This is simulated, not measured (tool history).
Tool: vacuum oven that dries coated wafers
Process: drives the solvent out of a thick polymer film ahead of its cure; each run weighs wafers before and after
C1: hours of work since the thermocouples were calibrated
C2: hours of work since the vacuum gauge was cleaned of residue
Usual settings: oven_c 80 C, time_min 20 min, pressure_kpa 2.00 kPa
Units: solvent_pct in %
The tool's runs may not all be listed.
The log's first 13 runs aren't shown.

Run 14, hour 621.6: usual settings but time_min 23 min; C1 1557; C2 702. Result: solvent_pct 1.40 %.
At hour 665.0: oven's thermocouples calibrated.
Run 15, hour 665.0: usual settings but time_min 23 min; C1 0; C2 730. Result: solvent_pct 1.40 %.
Run 16, hour 718.6: usual settings but time_min 12 min; C1 37; C2 766. Result: solvent_pct 3.62 %.
Run 17, hour 746.6: usual settings but time_min 12 min; C1 56; C2 785. Result: solvent_pct 3.61 %.
Run 18, hour 777.3: usual settings; C1 77; C2 806. Result: solvent_pct 1.70 %.
Run 19, hour 843.0: usual settings; C1 121; C2 851. Result: solvent_pct 1.70 %.
Run 20, hour 878.7: usual settings; C1 146; C2 876. Result: solvent_pct 1.72 %.
Run 21, hour 912.2: usual settings; C1 169; C2 898. Result: solvent_pct 1.72 %.
Run 22, hour 954.7: usual settings but pressure_kpa 2.25 kPa; C1 198; C2 927. Result: solvent_pct 1.85 %.
Run 23, hour 999.8: usual settings but pressure_kpa 4.76 kPa; C1 228; C2 958. Result: solvent_pct 2.86 %.
Run 24, hour 1046.8: usual settings but pressure_kpa 2.74 kPa; C1 260; C2 990. Result: solvent_pct 2.02 %.
Run 25, hour 1106.1: usual settings but oven_c 95 C, time_min 22 min, pressure_kpa 1.43 kPa; C1 301; C2 1031. Result: solvent_pct 0.36 %.
Run 26, hour 1136.1: usual settings but oven_c 95 C, time_min 22 min, pressure_kpa 1.43 kPa; C1 321; C2 1051. Result: solvent_pct 0.35 %.
Run 27, hour 1193.3: usual settings but oven_c 94 C, time_min 30 min, pressure_kpa 1.32 kPa; C1 360; C2 1090. Result: solvent_pct 0.34 %.
Run 28, hour 1238.2: usual settings but oven_c 78 C, time_min 12 min, pressure_kpa 1.79 kPa; C1 391; C2 1121. Result: solvent_pct 4.28 %.
Run 29, hour 1285.0: usual settings but oven_c 79 C, time_min 29 min; C1 423; C2 1153. Result: solvent_pct 1.21 %.
Run 30, hour 1331.4: usual settings but oven_c 94 C, time_min 23 min; C1 455; C2 1184. Result: solvent_pct 0.51 %.
Run 31, hour 1397.5: usual settings but oven_c 94 C, time_min 23 min; C1 500; C2 1229. Result: solvent_pct 0.49 %.

Forecast run 32:
Run 32, hour 1447.0: usual settings but oven_c 77 C, time_min 12 min, pressure_kpa 2.44 kPa; C1 533; C2 1263. Result: solvent_pct ?.

Run 32 gave solvent_pct 4.94 %.
Without the tool's hidden state the same run would have given solvent_pct 4.95 %.
